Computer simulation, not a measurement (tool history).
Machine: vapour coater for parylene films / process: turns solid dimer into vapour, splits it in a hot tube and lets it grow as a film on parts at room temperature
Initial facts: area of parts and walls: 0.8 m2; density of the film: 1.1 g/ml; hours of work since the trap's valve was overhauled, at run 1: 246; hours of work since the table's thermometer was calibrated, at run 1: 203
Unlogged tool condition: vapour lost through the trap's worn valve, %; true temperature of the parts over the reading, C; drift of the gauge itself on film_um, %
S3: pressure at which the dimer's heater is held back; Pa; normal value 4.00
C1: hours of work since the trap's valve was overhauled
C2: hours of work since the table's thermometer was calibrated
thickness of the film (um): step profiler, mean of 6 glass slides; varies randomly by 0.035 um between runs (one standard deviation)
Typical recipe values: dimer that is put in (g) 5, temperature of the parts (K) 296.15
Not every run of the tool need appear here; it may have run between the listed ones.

Run 1, day 0.000: usual settings; C1 246; C2 203. Result: thickness of the film (um) 2.99.
Run 2, day 1.892: usual settings but temperature of the parts (K) 301.15; C1 269; C2 226. Result: thickness of the film (um) 2.71.
Run 3, day 2.979: usual settings but temperature of the parts (K) 301.15; C1 283; C2 239. Result: thickness of the film (um) 2.76.
Run 4, day 4.238: usual settings but temperature of the parts (K) 301.15; C1 298; C2 255. Result: thickness of the film (um) 2.73.
At day 4.642: trap's valve overhauled.
Run 5, day 5.779: usual settings but temperature of the parts (K) 301.15; C1 14; C2 271. Result: thickness of the film (um) 2.55.
Run 6, day 8.008: usual settings but temperature of the parts (K) 301.15; C1 41; C2 298. Result: thickness of the film (um) 2.51.
At day 9.154: trap's valve overhauled, once more.
Run 7, day 9.271: usual settings; C1 1; C2 312. Result: thickness of the film (um) 3.55.
Run 8, day 11.796: usual settings; C1 32; C2 342. Result: thickness of the film (um) 3.49.
Run 9, day 13.354: usual settings but dimer that is put in (g) 3; C1 51; C2 361. Result: thickness of the film (um) 2.06.
Run 10, day 15.154: usual settings but dimer that is put in (g) 3, S3 2.32 Pa; C1 73; C2 383. Result: thickness of the film (um) 2.17.
Run 11, day 16.246: usual settings but dimer that is put in (g) 3, S3 2.32 Pa; C1 86; C2 396. Result: thickness of the film (um) 2.17.
Run 12, day 18.638: usual settings but dimer that is put in (g) 7, temperature of the parts (K) 288.15; C1 115; C2 425. Result: thickness of the film (um) 5.49.
Run 13, day 21.217: usual settings but dimer that is put in (g) 4, temperature of the parts (K) 301.15, S3 8.86 Pa; C1 146; C2 457. Result: thickness of the film (um) 2.22.
Run 14, day 23.438: usual settings but dimer that is put in (g) 3, S3 3.13 Pa; C1 173; C2 484. Result: thickness of the film (um) 1.99.
Run 15, day 25.396: usual settings but dimer that is put in (g) 7, temperature of the parts (K) 289.15, S3 2.25 Pa; C1 197; C2 507. Result: thickness of the film (um) 5.43.
Run 16, day 26.946: usual settings but dimer that is put in (g) 7, temperature of the parts (K) 289.15, S3 2.25 Pa; C1 216; C2 526. Result: thickness of the film (um) 5.47.
Run 17, day 29.233: usual settings but dimer that is put in (g) 8, temperature of the parts (K) 299.15, S3 2.69 Pa; C1 244; C2 554. Result: thickness of the film (um) 4.87.
Run 18, day 30.712: usual settings but dimer that is put in (g) 8, temperature of the parts (K) 299.15, S3 2.69 Pa; C1 261; C2 572. Result: thickness of the film (um) 4.87.
Run 19, day 32.792: usual settings but dimer that is put in (g) 4, temperature of the parts (K) 289.15, S3 9.31 Pa; C1 287; C2 597. Result: thickness of the film (um) 2.61.
At day 34.129: trap's valve overhauled.
Run 20, day 34.962: usual settings but dimer that is put in (g) 2, temperature of the parts (K) 307.15, S3 4.62 Pa; C1 10; C2 621. Result: thickness of the film (um) 1.17.
Run 21, day 36.508: usual settings but dimer that is put in (g) 2, temperature of the parts (K) 301.15, S3 7.20 Pa; C1 29; C2 640. Result: thickness of the film (um) 1.18.

Forecast each of these 5 alternatives for the next run:
Run A, day 37.767: usual settings but dimer that is put in (g) 2, temperature of the parts (K) 298.15, S3 5.05 Pa; C1 44; C2 655. Result: thickness of the film (um) ?.
Run B, day 37.767: usual settings but dimer that is put in (g) 2, temperature of the parts (K) 301.15, S3 5.53 Pa; C1 44; C2 655. Result: thickness of the film (um) ?.
Run C, day 37.767: usual settings but dimer that is put in (g) 2, temperature of the parts (K) 300.15, S3 7.20 Pa; C1 44; C2 655. Result: thickness of the film (um) ?.
Run D, day 37.767: usual settings but dimer that is put in (g) 7, temperature of the parts (K) 288.15, S3 3.38 Pa; C1 44; C2 655. Result: thickness of the film (um) ?.
Run E, day 37.767: usual settings but dimer that is put in (g) 4, temperature of the parts (K) 294.15, S3 9.04 Pa; C1 44; C2 655. Result: thickness of the film (um) ?.

run  thickness of the film (um)
  A                        1.31
  B                        1.21
  C                        1.24
  D                        5.80
  E                        2.68
Without the tool's hidden state the same runs would have given:
run  thickness of the film (um)
  A                        1.32
  B                        1.22
  C                        1.25
  D                        5.85
  E                        2.70
